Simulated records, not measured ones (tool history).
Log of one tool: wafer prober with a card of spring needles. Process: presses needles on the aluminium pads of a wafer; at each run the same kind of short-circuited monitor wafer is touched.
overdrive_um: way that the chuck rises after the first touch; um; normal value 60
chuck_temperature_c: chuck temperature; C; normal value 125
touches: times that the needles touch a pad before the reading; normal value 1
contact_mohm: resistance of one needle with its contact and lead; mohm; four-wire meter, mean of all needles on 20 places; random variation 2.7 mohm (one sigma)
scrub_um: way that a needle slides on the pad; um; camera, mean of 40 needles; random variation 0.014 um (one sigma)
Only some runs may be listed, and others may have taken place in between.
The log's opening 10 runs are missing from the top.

run   hour  overdrive_um  chuck_temperature_c  touches  contact_mohm  scrub_um
     129.6  -- tips cleaned on abrasive film
 11  145.1            52                  125        1           322     12.12
 12  153.4            60                  125        1           314     13.99
     155.8  -- tips cleaned on abrasive film
 13  172.0            65                  125        1           313     15.14
     181.4  -- tips cleaned on abrasive film
 14  185.9            60                   73        1           292     13.96
 15  198.4            60                   73        1           301     13.94
     207.4  -- tips cleaned on abrasive film
 16  212.9            65                   73        1           292     15.10
 17  223.9            60                  125        1           313     13.91
     233.6  -- tips cleaned on abrasive film
 18  243.5            75                   76        1           294     17.39
 19  256.6            75                   76        1           289     17.35
     259.1  -- tips cleaned on abrasive film
 20  271.7            51                  125        1           318     11.79
     284.4  -- tips cleaned on abrasive film
 21  289.0            46                   97        1           316     10.61
     303.9  -- gauge calibrated
 22  306.2            52                   32        1           291     12.25
     309.8  -- tips cleaned on abrasive film
 23  323.6            60                  125        3           318     14.11
     333.9  -- height of the first contact set anew
     335.9  -- tips cleaned on abrasive film
 24  342.4            60                   56        1           292     14.12
 25  360.1            46                   66        2           301     10.79
     361.7  -- tips cleaned on abrasive film
 26  376.6            60                   88        2           299     14.08
     387.1  -- tips cleaned on abrasive film
 27  394.7            60                   99        1           307     14.06
 28  408.5            57                   71        1           300     13.31
     412.3  -- tips cleaned on abrasive film
 29  423.6            60                   44        1           289     14.01
     438.9  -- tips cleaned on abrasive film
 30  442.5            55                   54        3           291     12.84
 31  455.5            45                   33        2           290     10.48
     465.1  -- tips cleaned on abrasive film
 32  469.7            48                   31        1           287     11.18
 33  482.8            48                   31        1           288     11.19

Each row is a separate what-if for the run after 33, all from the same tool condition, not one after another. Results?
     490.7  -- tips cleaned on abrasive film
  A  501.3            48                  120        1             ?         ?
     490.7  -- tips cleaned on abrasive film
  B  501.3            48                   85        1             ?         ?
     490.7  -- tips cleaned on abrasive film
  C  501.3            59                  104        1             ?         ?
     490.7  -- tips cleaned on abrasive film
  D  501.3            57                   36        1             ?         ?
     490.7  -- tips cleaned on abrasive film
  E  501.3            78                   35        1             ?         ?

run  contact_mohm  scrub_um
  A           321     11.16
  B           313     11.16
  C           307     13.71
  D           287     13.26
  E           285     18.11
Take away the tool's hidden state, keep each run's random variation, and the runs would have read:
run  contact_mohm  scrub_um
  A           320     11.32
  B           311     11.32
  C           306     13.91
  D           286     13.45
  E           285     18.36
